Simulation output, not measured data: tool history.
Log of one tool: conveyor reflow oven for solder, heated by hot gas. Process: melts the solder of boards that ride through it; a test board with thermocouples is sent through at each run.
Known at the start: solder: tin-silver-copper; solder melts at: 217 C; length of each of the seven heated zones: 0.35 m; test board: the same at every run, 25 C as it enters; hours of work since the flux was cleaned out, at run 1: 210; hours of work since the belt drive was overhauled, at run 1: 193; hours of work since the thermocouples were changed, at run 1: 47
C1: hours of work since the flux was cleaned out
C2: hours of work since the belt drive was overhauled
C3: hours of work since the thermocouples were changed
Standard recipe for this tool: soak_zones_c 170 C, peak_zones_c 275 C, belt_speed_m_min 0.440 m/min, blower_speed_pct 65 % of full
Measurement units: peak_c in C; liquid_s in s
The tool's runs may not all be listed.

run 1 hour=0.0 | soak_zones_c=170 peak_zones_c=275 belt_speed_m_min=0.440 blower_speed_pct=65 | C1=210 C2=193 C3=47 | peak_c=257.9 liquid_s=74.9
run 2 hour=6.9 | soak_zones_c=170 peak_zones_c=275 belt_speed_m_min=0.440 blower_speed_pct=65 | C1=213 C2=196 C3=50 | peak_c=258.4 liquid_s=75.6
run 3 hour=16.3 | soak_zones_c=181 peak_zones_c=275 belt_speed_m_min=0.440 blower_speed_pct=65 | C1=217 C2=200 C3=55 | peak_c=260.1 liquid_s=81.2
run 4 hour=22.7 | soak_zones_c=181 peak_zones_c=275 belt_speed_m_min=0.440 blower_speed_pct=65 | C1=220 C2=203 C3=57 | peak_c=260.2 liquid_s=81.6
run 5 hour=36.4 | soak_zones_c=181 peak_zones_c=275 belt_speed_m_min=0.381 blower_speed_pct=65 | C1=226 C2=209 C3=63 | peak_c=265.0 liquid_s=98.7
run 6 hour=43.9 | soak_zones_c=181 peak_zones_c=275 belt_speed_m_min=0.381 blower_speed_pct=65 | C1=229 C2=212 C3=67 | peak_c=264.6 liquid_s=97.5
run 7 hour=50.7 | soak_zones_c=181 peak_zones_c=275 belt_speed_m_min=0.381 blower_speed_pct=65 | C1=232 C2=215 C3=70 | peak_c=264.2 liquid_s=98.2
run 8 hour=62.4 | soak_zones_c=170 peak_zones_c=275 belt_speed_m_min=0.440 blower_speed_pct=76 | C1=238 C2=221 C3=75 | peak_c=260.5 liquid_s=77.3
run 9 hour=73.3 | soak_zones_c=170 peak_zones_c=277 belt_speed_m_min=0.403 blower_speed_pct=87 | C1=242 C2=225 C3=80 | peak_c=266.7 liquid_s=90.2
run 10 hour=79.7 | soak_zones_c=170 peak_zones_c=277 belt_speed_m_min=0.403 blower_speed_pct=87 | C1=245 C2=228 C3=82 | peak_c=266.6 liquid_s=90.3
run 11 hour=94.1 | soak_zones_c=170 peak_zones_c=280 belt_speed_m_min=0.393 blower_speed_pct=65 | C1=252 C2=234 C3=89 | peak_c=266.8 liquid_s=91.1
run 12 hour=101.2 | soak_zones_c=179 peak_zones_c=290 belt_speed_m_min=0.490 blower_speed_pct=65 | C1=255 C2=238 C3=92 | peak_c=269.4 liquid_s=77.2
run 13 hour=115.7 | soak_zones_c=183 peak_zones_c=264 belt_speed_m_min=0.513 blower_speed_pct=70 | C1=261 C2=244 C3=98 | peak_c=246.9 liquid_s=59.5

4 ways to go on from here, each from the tool as it stands after run 13. What would each give?
run A hour=122.3 | soak_zones_c=170 peak_zones_c=283 belt_speed_m_min=0.440 blower_speed_pct=65 | C1=264 C2=247 C3=101 | peak_c=? liquid_s=?
run B hour=122.3 | soak_zones_c=170 peak_zones_c=279 belt_speed_m_min=0.458 blower_speed_pct=60 | C1=264 C2=247 C3=101 | peak_c=? liquid_s=?
run C hour=122.3 | soak_zones_c=183 peak_zones_c=264 belt_speed_m_min=0.356 blower_speed_pct=70 | C1=264 C2=247 C3=101 | peak_c=? liquid_s=?
run D hour=122.3 | soak_zones_c=183 peak_zones_c=264 belt_speed_m_min=0.416 blower_speed_pct=70 | C1=264 C2=247 C3=101 | peak_c=? liquid_s=?

run=A peak_c=265.6 liquid_s=80.3
run=B peak_c=259.0 liquid_s=71.7
run=C peak_c=256.2 liquid_s=101.3
run=D peak_c=253.3 liquid_s=82.4
Stripped of hidden state, with their random variation kept, the same runs would have yielded:
run=A peak_c=267.1 liquid_s=81.3
run=B peak_c=260.5 liquid_s=73.0
run=C peak_c=257.0 liquid_s=102.1
run=D peak_c=254.3 liquid_s=83.6
